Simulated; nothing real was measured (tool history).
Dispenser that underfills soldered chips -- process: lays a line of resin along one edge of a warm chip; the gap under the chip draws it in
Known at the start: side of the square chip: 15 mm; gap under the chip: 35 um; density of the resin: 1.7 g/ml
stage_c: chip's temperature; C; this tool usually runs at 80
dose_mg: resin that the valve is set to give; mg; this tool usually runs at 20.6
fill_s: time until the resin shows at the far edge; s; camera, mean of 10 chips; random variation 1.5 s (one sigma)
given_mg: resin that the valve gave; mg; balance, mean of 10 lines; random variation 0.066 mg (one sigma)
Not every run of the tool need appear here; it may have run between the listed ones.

run,hour,stage_c,dose_mg,fill_s,given_mg
1,0.0,80,20.6,163.7,20.49
# hour 5.8: new syringe of resin
2,12.1,80,20.6,159.9,20.29
# hour 17.8: new syringe of resin
3,22.7,80,20.6,158.4,20.30
# hour 30.0: new syringe of resin
4,36.4,80,20.6,162.2,19.98
# hour 41.6: new syringe of resin
5,43.9,80,20.6,150.3,19.95
# hour 53.1: new syringe of resin
6,53.1,80,20.6,137.3,19.74
# hour 65.5: new syringe of resin
7,69.4,80,20.6,155.2,19.60
# hour 71.8: dispensing valve cleaned and set on the balance
8,77.3,80,20.6,182.1,20.66
# hour 78.6: new syringe of resin
9,86.1,80,20.6,166.5,20.53
# hour 91.0: new syringe of resin
10,96.2,80,20.6,157.5,20.54
# hour 103.6: new syringe of resin
11,105.3,80,20.6,145.4,20.27
# hour 116.2: new syringe of resin
12,119.5,80,20.6,146.5,20.07
# hour 128.4: new syringe of resin
13,132.1,80,20.6,148.2,19.91
# hour 140.3: new syringe of resin
14,148.3,80,20.6,167.9,19.77
# hour 152.0: new syringe of resin
# hour 153.0: dispensing valve cleaned and set on the balance
15,161.8,80,20.6,172.9,20.47
# hour 165.0: new syringe of resin
16,168.9,80,20.6,147.0,20.41
# hour 176.5: new syringe of resin
17,179.0,80,20.6,145.4,20.19
# hour 188.3: new syringe of resin
18,188.8,78,17.5,150.1,17.12
19,196.9,65,24.4,258.3,23.66
# hour 200.3: new syringe of resin
20,209.4,76,19.3,199.2,18.72
# hour 212.5: new syringe of resin
21,217.2,82,18.2,149.7,17.52
# hour 224.5: new syringe of resin
22,229.0,82,18.2,143.1,17.57
# hour 233.7: dispensing valve cleaned and set on the balance
# hour 237.2: new syringe of resin
23,240.5,77,21.6,163.6,21.45
24,247.6,81,20.6,171.7,20.37
# hour 249.0: new syringe of resin
# hour 260.8: new syringe of resin
25,263.1,90,23.7,105.7,23.29
# hour 272.4: new syringe of resin
26,272.7,80,18.9,140.0,18.53
27,280.5,82,25.9,157.0,25.27
# hour 284.3: new syringe of resin
28,287.3,82,25.9,134.8,25.13
29,294.2,89,24.1,131.5,23.23
# hour 296.9: new syringe of resin
30,303.0,89,19.2,124.0,18.52
# hour 308.9: new syringe of resin
# hour 315.0: dispensing valve cleaned and set on the balance
31,318.1,92,23.8,114.1,23.78
# hour 321.8: new syringe of resin
# hour 333.5: new syringe of resin
32,333.8,92,18.3,97.9,18.02
33,341.7,79,24.5,165.6,24.02

Each row is a separate what-if for the run after 33, all from the same tool condition, not one after another. Results?
# hour 345.2: new syringe of resin
A,348.8,73,26.1,?,?
# hour 345.2: new syringe of resin
B,348.8,80,22.7,?,?
# hour 345.2: new syringe of resin
C,348.8,79,22.0,?,?
# hour 345.2: new syringe of resin
D,348.8,77,26.0,?,?
# hour 345.2: new syringe of resin
E,348.8,69,20.6,?,?

run,fill_s,given_mg
A,179.3,25.51
B,145.9,22.16
C,149.9,21.52
D,157.3,25.35
E,202.8,20.18
Without the tool's unlogged condition, the same runs would have read:
run,fill_s,given_mg
A,181.0,26.10
B,146.6,22.67
C,150.5,22.02
D,158.4,25.93
E,204.6,20.64

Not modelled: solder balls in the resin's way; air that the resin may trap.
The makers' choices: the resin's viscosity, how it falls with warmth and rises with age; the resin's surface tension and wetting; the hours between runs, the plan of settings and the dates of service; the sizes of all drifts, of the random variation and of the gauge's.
